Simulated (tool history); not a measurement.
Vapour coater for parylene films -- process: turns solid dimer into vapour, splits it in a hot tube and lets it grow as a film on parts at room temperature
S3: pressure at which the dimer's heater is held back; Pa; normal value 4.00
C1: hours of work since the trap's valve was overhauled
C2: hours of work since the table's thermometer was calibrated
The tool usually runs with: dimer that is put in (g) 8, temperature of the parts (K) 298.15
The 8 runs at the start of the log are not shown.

run 9 day=9.017 | dimer_that_is_put_in_(g)=8 temperature_of_the_parts_(K)=298.15 S3=4.00 | C1=170 C2=749 | thickness_of_the_film_(µm)=2.003
run 10 day=9.888 | dimer_that_is_put_in_(g)=8 temperature_of_the_parts_(K)=298.15 S3=4.00 | C1=186 C2=765 | thickness_of_the_film_(µm)=2.013
-- day=11.212 trap's valve overhauled
run 11 day=11.433 | dimer_that_is_put_in_(g)=8 temperature_of_the_parts_(K)=298.15 S3=4.00 | C1=4 C2=791 | thickness_of_the_film_(µm)=2.007
run 12 day=12.833 | dimer_that_is_put_in_(g)=8 temperature_of_the_parts_(K)=298.15 S3=4.00 | C1=31 C2=817 | thickness_of_the_film_(µm)=2.011
run 13 day=13.621 | dimer_that_is_put_in_(g)=8 temperature_of_the_parts_(K)=298.15 S3=4.00 | C1=45 C2=832 | thickness_of_the_film_(µm)=1.996
run 14 day=15.254 | dimer_that_is_put_in_(g)=8 temperature_of_the_parts_(K)=298.15 S3=4.00 | C1=76 C2=863 | thickness_of_the_film_(µm)=2.004
run 15 day=16.654 | dimer_that_is_put_in_(g)=8 temperature_of_the_parts_(K)=298.15 S3=4.00 | C1=103 C2=890 | thickness_of_the_film_(µm)=2.000
run 16 day=18.071 | dimer_that_is_put_in_(g)=8 temperature_of_the_parts_(K)=298.15 S3=4.00 | C1=129 C2=916 | thickness_of_the_film_(µm)=2.000
run 17 day=18.912 | dimer_that_is_put_in_(g)=8 temperature_of_the_parts_(K)=298.15 S3=4.00 | C1=145 C2=932 | thickness_of_the_film_(µm)=1.993
run 18 day=20.600 | dimer_that_is_put_in_(g)=14 temperature_of_the_parts_(K)=299.15 S3=4.00 | C1=177 C2=964 | thickness_of_the_film_(µm)=3.329
-- day=22.462 trap's valve overhauled
run 19 day=22.500 | dimer_that_is_put_in_(g)=14 temperature_of_the_parts_(K)=299.15 S3=4.00 | C1=1 C2=997 | thickness_of_the_film_(µm)=3.327
run 20 day=23.600 | dimer_that_is_put_in_(g)=14 temperature_of_the_parts_(K)=299.15 S3=4.00 | C1=21 C2=1017 | thickness_of_the_film_(µm)=3.317
-- day=24.321 table's thermometer calibrated
run 21 day=25.300 | dimer_that_is_put_in_(g)=8 temperature_of_the_parts_(K)=291.15 S3=4.00 | C1=53 C2=18 | thickness_of_the_film_(µm)=2.779
run 22 day=26.504 | dimer_that_is_put_in_(g)=8 temperature_of_the_parts_(K)=291.15 S3=4.00 | C1=75 C2=41 | thickness_of_the_film_(µm)=2.774
run 23 day=27.833 | dimer_that_is_put_in_(g)=8 temperature_of_the_parts_(K)=291.15 S3=4.00 | C1=100 C2=66 | thickness_of_the_film_(µm)=2.780
run 24 day=29.342 | dimer_that_is_put_in_(g)=8 temperature_of_the_parts_(K)=291.15 S3=4.00 | C1=129 C2=95 | thickness_of_the_film_(µm)=2.774
run 25 day=30.975 | dimer_that_is_put_in_(g)=13 temperature_of_the_parts_(K)=295.15 S3=5.78 | C1=160 C2=125 | thickness_of_the_film_(µm)=3.481
run 26 day=32.404 | dimer_that_is_put_in_(g)=8 temperature_of_the_parts_(K)=304.15 S3=7.82 | C1=187 C2=152 | thickness_of_the_film_(µm)=1.317
-- day=33.550 gauge calibrated
-- day=33.717 trap's valve overhauled
run 27 day=34.108 | dimer_that_is_put_in_(g)=8 temperature_of_the_parts_(K)=294.15 S3=10.48 | C1=7 C2=181 | thickness_of_the_film_(µm)=2.085
run 28 day=34.975 | dimer_that_is_put_in_(g)=8 temperature_of_the_parts_(K)=292.15 S3=6.74 | C1=24 C2=198 | thickness_of_the_film_(µm)=2.474
run 29 day=36.650 | dimer_that_is_put_in_(g)=12 temperature_of_the_parts_(K)=303.15 S3=5.36 | C1=55 C2=229 | thickness_of_the_film_(µm)=2.250
run 30 day=37.429 | dimer_that_is_put_in_(g)=14 temperature_of_the_parts_(K)=298.15 S3=4.00 | C1=70 C2=244 | thickness_of_the_film_(µm)=3.533
run 31 day=38.433 | dimer_that_is_put_in_(g)=8 temperature_of_the_parts_(K)=297.15 S3=4.00 | C1=89 C2=263 | thickness_of_the_film_(µm)=2.109
run 32 day=39.433 | dimer_that_is_put_in_(g)=7 temperature_of_the_parts_(K)=297.15 S3=4.00 | C1=108 C2=282 | thickness_of_the_film_(µm)=1.844
run 33 day=40.804 | dimer_that_is_put_in_(g)=4 temperature_of_the_parts_(K)=309.15 S3=3.36 | C1=134 C2=308 | thickness_of_the_film_(µm)=0.601

Here are 5 independent what-if runs from the current tool condition. What would each one return?
run A day=42.033 | dimer_that_is_put_in_(g)=8 temperature_of_the_parts_(K)=298.15 S3=8.29 | C1=157 C2=331 | thickness_of_the_film_(µm)=?
run B day=42.033 | dimer_that_is_put_in_(g)=11 temperature_of_the_parts_(K)=292.15 S3=3.36 | C1=157 C2=331 | thickness_of_the_film_(µm)=?
run C day=42.033 | dimer_that_is_put_in_(g)=8 temperature_of_the_parts_(K)=304.15 S3=4.00 | C1=157 C2=331 | thickness_of_the_film_(µm)=?
run D day=42.033 | dimer_that_is_put_in_(g)=8 temperature_of_the_parts_(K)=298.15 S3=6.72 | C1=157 C2=331 | thickness_of_the_film_(µm)=?
run E day=42.033 | dimer_that_is_put_in_(g)=8 temperature_of_the_parts_(K)=291.15 S3=5.82 | C1=157 C2=331 | thickness_of_the_film_(µm)=?

run=A thickness_of_the_film_(µm)=1.783
run=B thickness_of_the_film_(µm)=3.772
run=C thickness_of_the_film_(µm)=1.502
run=D thickness_of_the_film_(µm)=1.841
run=E thickness_of_the_film_(µm)=2.647
The same runs, with their run-to-run variation unchanged, on a tool lacking any hidden condition would have given:
run=A thickness_of_the_film_(µm)=1.795
run=B thickness_of_the_film_(µm)=3.799
run=C thickness_of_the_film_(µm)=1.513
run=D thickness_of_the_film_(µm)=1.853
run=E thickness_of_the_film_(µm)=2.665

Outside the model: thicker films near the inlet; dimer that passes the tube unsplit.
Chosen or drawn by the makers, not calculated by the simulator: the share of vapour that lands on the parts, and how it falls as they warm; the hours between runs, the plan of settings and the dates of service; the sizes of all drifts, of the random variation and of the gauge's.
